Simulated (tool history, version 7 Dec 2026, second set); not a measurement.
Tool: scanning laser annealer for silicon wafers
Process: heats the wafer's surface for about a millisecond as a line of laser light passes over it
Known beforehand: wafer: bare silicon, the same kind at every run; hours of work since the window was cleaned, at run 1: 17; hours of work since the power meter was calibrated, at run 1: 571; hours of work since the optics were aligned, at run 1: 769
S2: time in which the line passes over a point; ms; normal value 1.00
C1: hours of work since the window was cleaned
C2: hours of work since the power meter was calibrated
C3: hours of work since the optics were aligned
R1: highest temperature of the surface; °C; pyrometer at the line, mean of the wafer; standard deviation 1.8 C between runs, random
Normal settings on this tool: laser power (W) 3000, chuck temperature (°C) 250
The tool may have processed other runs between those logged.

Run 1, hour 0.0: usual settings; C1 17; C2 571; C3 769. Result: R1 995 °C.
Run 2, hour 75.6: usual settings; C1 51; C2 606; C3 804. Result: R1 997 °C.
At hour 127.0: optics aligned, line set to its width.
Run 3, hour 138.4: usual settings; C1 78; C2 632; C3 5. Result: R1 1001 °C.
Run 4, hour 192.0: usual settings but laser power (W) 2587; C1 103; C2 657; C3 30. Result: R1 878 °C.
Run 5, hour 269.1: usual settings but laser power (W) 2587, chuck temperature (°C) 220; C1 139; C2 693; C3 66. Result: R1 851 °C.
Run 6, hour 305.6: usual settings but S2 0.89 ms; C1 156; C2 710; C3 83. Result: R1 956 °C.
Run 7, hour 352.0: usual settings but S2 0.89 ms; C1 177; C2 731; C3 104. Result: R1 953 °C.
Run 8, hour 395.8: usual settings but S2 0.89 ms; C1 197; C2 752; C3 124. Result: R1 955 °C.
Run 9, hour 469.3: usual settings but S2 0.89 ms; C1 231; C2 786; C3 158. Result: R1 949 °C.
Run 10, hour 537.0: usual settings; C1 263; C2 817; C3 190. Result: R1 995 °C.
Run 11, hour 581.1: usual settings; C1 283; C2 837; C3 210. Result: R1 991 °C.
Run 12, hour 643.1: usual settings; C1 312; C2 866; C3 239. Result: R1 987 °C.
Run 13, hour 690.6: usual settings but laser power (W) 3010, S2 0.86 ms, chuck temperature (°C) 282; C1 334; C2 888; C3 261. Result: R1 969 °C.
Run 14, hour 744.0: usual settings but laser power (W) 3010, S2 0.86 ms, chuck temperature (°C) 282; C1 358; C2 913; C3 285. Result: R1 964 °C.
Run 15, hour 788.7: usual settings but laser power (W) 3013, S2 0.86 ms, chuck temperature (°C) 282; C1 379; C2 933; C3 306. Result: R1 968 °C.

Estimate the outcome of run 16 from the log above:
Run 16, hour 864.4: usual settings but laser power (W) 3216, S2 1.15 ms; C1 414; C2 968; C3 341. Result: R1 ?.

R1: 1104 °C
Had the tool carried no hidden state, the very same run would have given R1 1131 °C.

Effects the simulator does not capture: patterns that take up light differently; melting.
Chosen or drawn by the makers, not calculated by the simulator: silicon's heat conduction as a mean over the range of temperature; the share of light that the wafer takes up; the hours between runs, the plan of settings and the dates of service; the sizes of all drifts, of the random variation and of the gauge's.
